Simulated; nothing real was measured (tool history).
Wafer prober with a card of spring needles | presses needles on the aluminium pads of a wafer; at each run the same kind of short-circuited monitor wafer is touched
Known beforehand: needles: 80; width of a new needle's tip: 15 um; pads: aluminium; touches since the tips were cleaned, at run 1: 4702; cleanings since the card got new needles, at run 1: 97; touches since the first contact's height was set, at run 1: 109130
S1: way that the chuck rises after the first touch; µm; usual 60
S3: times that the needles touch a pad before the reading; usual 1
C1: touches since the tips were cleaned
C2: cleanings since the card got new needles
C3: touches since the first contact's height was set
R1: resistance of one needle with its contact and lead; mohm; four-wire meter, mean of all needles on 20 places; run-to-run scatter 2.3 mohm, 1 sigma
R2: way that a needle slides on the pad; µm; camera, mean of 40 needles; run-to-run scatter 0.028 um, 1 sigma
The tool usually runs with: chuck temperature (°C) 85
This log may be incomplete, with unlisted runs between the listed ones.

run 1 hour=0 | S1=60 chuck_temperature_(°C)=85 S3=1 | C1=4702 C2=97 C3=109130 | R1=473 R2=14.09
-- hour=12.5 tips cleaned on abrasive film
-- hour=37.3 tips cleaned on abrasive film
run 2 hour=54.8 | S1=60 chuck_temperature_(°C)=85 S3=1 | C1=6484 C2=99 C3=129400 | R1=504 R2=14.1
-- hour=61.3 tips cleaned on abrasive film
-- hour=85.8 tips cleaned on abrasive film
-- hour=93.4 height of the first contact set anew
run 3 hour=93.4 | S1=60 chuck_temperature_(°C)=85 S3=1 | C1=2720 C2=101 C3=0 | R1=429 R2=14.26
-- hour=109.6 tips cleaned on abrasive film
-- hour=131.8 tips cleaned on abrasive film
run 4 hour=134.3 | S1=60 chuck_temperature_(°C)=85 S3=1 | C1=931 C2=103 C3=15120 | R1=336 R2=14.31
-- hour=153.7 tips cleaned on abrasive film
-- hour=178.2 tips cleaned on abrasive film
run 5 hour=190.1 | S1=60 chuck_temperature_(°C)=85 S3=1 | C1=4433 C2=105 C3=35778 | R1=470 R2=14.21
-- hour=201.6 tips cleaned on abrasive film
-- hour=224.3 tips cleaned on abrasive film
run 6 hour=224.3 | S1=60 chuck_temperature_(°C)=85 S3=1 | C1=23 C2=107 C3=48397 | R1=283 R2=14.2
-- hour=250.9 tips cleaned on abrasive film
run 7 hour=267.2 | S1=60 chuck_temperature_(°C)=85 S3=1 | C1=6057 C2=108 C3=64276 | R1=511 R2=14.15
-- hour=275.5 tips cleaned on abrasive film
-- hour=297.8 tips cleaned on abrasive film
run 8 hour=297.8 | S1=60 chuck_temperature_(°C)=85 S3=2 | C1=0 C2=110 C3=75569 | R1=276 R2=14.15
-- hour=323.1 tips cleaned on abrasive film
-- hour=348.4 tips cleaned on abrasive film
run 9 hour=350 | S1=60 chuck_temperature_(°C)=85 S3=2 | C1=605 C2=112 C3=94895 | R1=295 R2=14.13
-- hour=370.9 tips cleaned on abrasive film
-- hour=394.7 tips cleaned on abrasive film
run 10 hour=398.5 | S1=60 chuck_temperature_(°C)=85 S3=1 | C1=1410 C2=114 C3=112850 | R1=386 R2=14.11
-- hour=421 tips cleaned on abrasive film
-- hour=443 tips cleaned on abrasive film
run 11 hour=445.8 | S1=60 chuck_temperature_(°C)=85 S3=1 | C1=1065 C2=116 C3=130350 | R1=335 R2=14.08
-- hour=467 tips cleaned on abrasive film
-- hour=481.9 height of the first contact set anew
-- hour=492.3 tips cleaned on abrasive film
run 12 hour=508.1 | S1=60 chuck_temperature_(°C)=85 S3=1 | C1=5897 C2=118 C3=9720 | R1=519 R2=14.31
-- hour=514.4 tips cleaned on abrasive film
-- hour=538.9 tips cleaned on abrasive film
-- hour=562.2 tips cleaned on abrasive film
run 13 hour=569.5 | S1=60 chuck_temperature_(°C)=40 S3=1 | C1=2714 C2=121 C3=32418 | R1=417 R2=14.24
-- hour=584.6 tips cleaned on abrasive film
-- hour=608.6 tips cleaned on abrasive film
run 14 hour=608.6 | S1=60 chuck_temperature_(°C)=102 S3=1 | C1=0 C2=123 C3=46861 | R1=288 R2=14.2
-- hour=631.5 tips cleaned on abrasive film
-- hour=656.5 tips cleaned on abrasive film
run 15 hour=672.1 | S1=45 chuck_temperature_(°C)=85 S3=1 | C1=5791 C2=125 C3=70371 | R1=700 R2=10.61
-- hour=679.4 tips cleaned on abrasive film
-- hour=701.6 tips cleaned on abrasive film
run 16 hour=702.5 | S1=75 chuck_temperature_(°C)=83 S3=3 | C1=319 C2=127 C3=81589 | R1=268 R2=17.71
-- hour=728.4 tips cleaned on abrasive film
run 17 hour=730.8 | S1=75 chuck_temperature_(°C)=97 S3=2 | C1=905 C2=128 C3=92066 | R1=287 R2=17.7
-- hour=750.4 tips cleaned on abrasive film
-- hour=773.4 tips cleaned on abrasive film
run 18 hour=773.4 | S1=75 chuck_temperature_(°C)=97 S3=2 | C1=0 C2=130 C3=107805 | R1=265 R2=17.69
-- hour=796.6 tips cleaned on abrasive film
run 19 hour=810.5 | S1=75 chuck_temperature_(°C)=97 S3=2 | C1=5194 C2=131 C3=121579 | R1=351 R2=17.68
-- hour=820.4 tips cleaned on abrasive film
-- hour=842.3 tips cleaned on abrasive film
run 20 hour=860.3 | S1=75 chuck_temperature_(°C)=97 S3=2 | C1=6682 C2=133 C3=139991 | R1=361 R2=17.65
-- hour=868.9 tips cleaned on abrasive film
-- hour=871.9 height of the first contact set anew
-- hour=893.5 tips cleaned on abrasive film
run 21 hour=893.8 | S1=46 chuck_temperature_(°C)=34 S3=3 | C1=130 C2=135 C3=8117 | R1=270 R2=10.93
-- hour=916.9 tips cleaned on abrasive film
run 22 hour=920.7 | S1=70 chuck_temperature_(°C)=42 S3=3 | C1=1426 C2=136 C3=18068 | R1=279 R2=16.66
-- hour=941.7 tips cleaned on abrasive film
run 23 hour=956.7 | S1=70 chuck_temperature_(°C)=42 S3=3 | C1=5551 C2=137 C3=31389 | R1=305 R2=16.64
-- hour=964.3 tips cleaned on abrasive film
-- hour=986.7 tips cleaned on abrasive film
run 24 hour=986.7 | S1=70 chuck_temperature_(°C)=42 S3=3 | C1=0 C2=139 C3=42463 | R1=254 R2=16.54
-- hour=1012.8 tips cleaned on abrasive film
-- hour=1038.5 tips cleaned on abrasive film
run 25 hour=1045.5 | S1=60 chuck_temperature_(°C)=103 S3=1 | C1=2602 C2=141 C3=64235 | R1=443 R2=14.19
-- hour=1063.2 tips cleaned on abrasive film
-- hour=1085 tips cleaned on abrasive film
run 26 hour=1105.5 | S1=40 chuck_temperature_(°C)=114 S3=2 | C1=7644 C2=143 C3=86478 | R1=653 R2=9.39
-- hour=1110.5 tips cleaned on abrasive film
-- hour=1134 tips cleaned on abrasive film
run 27 hour=1140.2 | S1=55 chuck_temperature_(°C)=48 S3=1 | C1=2300 C2=145 C3=99279 | R1=440 R2=12.92
-- hour=1157.9 tips cleaned on abrasive film
run 28 hour=1168.2 | S1=52 chuck_temperature_(°C)=41 S3=2 | C1=3845 C2=146 C3=109659 | R1=436 R2=12.2
-- hour=1182.3 tips cleaned on abrasive film
-- hour=1204.6 tips cleaned on abrasive film
run 29 hour=1204.6 | S1=60 chuck_temperature_(°C)=95 S3=1 | C1=0 C2=148 C3=123098 | R1=295 R2=14.04
-- hour=1226.6 tips cleaned on abrasive film
-- hour=1249.1 tips cleaned on abrasive film
-- hour=1260.1 height of the first contact set anew
run 30 hour=1262.2 | S1=51 chuck_temperature_(°C)=95 S3=2 | C1=4762 C2=150 C3=804 | R1=463 R2=12.16

Per-run results on a tool with no hidden state, each run keeping its own random variation:
The hidden state here: debris on the tips, nm; way that the needles fall short of the set height, um; tips' diameter, um; drift of the gauge itself on contact_mohm, %; drift of the gauge itself on scrub_um, %.
run=1 R1=253 R2=14.25
run=2 R1=255 R2=14.29
run=3 R1=259 R2=14.26
run=4 R1=254 R2=14.34
run=5 R1=260 R2=14.27
run=6 R1=252 R2=14.28
run=7 R1=258 R2=14.25
run=8 R1=254 R2=14.27
run=9 R1=255 R2=14.28
run=10 R1=254 R2=14.29
run=11 R1=253 R2=14.29
run=12 R1=253 R2=14.32
run=13 R1=245 R2=14.3
run=14 R1=260 R2=14.28
run=15 R1=265 R2=10.73
run=16 R1=254 R2=17.86
run=17 R1=254 R2=17.87
run=18 R1=252 R2=17.88
run=19 R1=253 R2=17.88
run=20 R1=254 R2=17.88
run=21 R1=250 R2=10.95
run=22 R1=241 R2=16.69
run=23 R1=234 R2=16.69
run=24 R1=241 R2=16.63
run=25 R1=263 R2=14.3
run=26 R1=282 R2=9.53
run=27 R1=244 R2=13.1
run=28 R1=247 R2=12.4
run=29 R1=256 R2=14.27
run=30 R1=265 R2=12.16

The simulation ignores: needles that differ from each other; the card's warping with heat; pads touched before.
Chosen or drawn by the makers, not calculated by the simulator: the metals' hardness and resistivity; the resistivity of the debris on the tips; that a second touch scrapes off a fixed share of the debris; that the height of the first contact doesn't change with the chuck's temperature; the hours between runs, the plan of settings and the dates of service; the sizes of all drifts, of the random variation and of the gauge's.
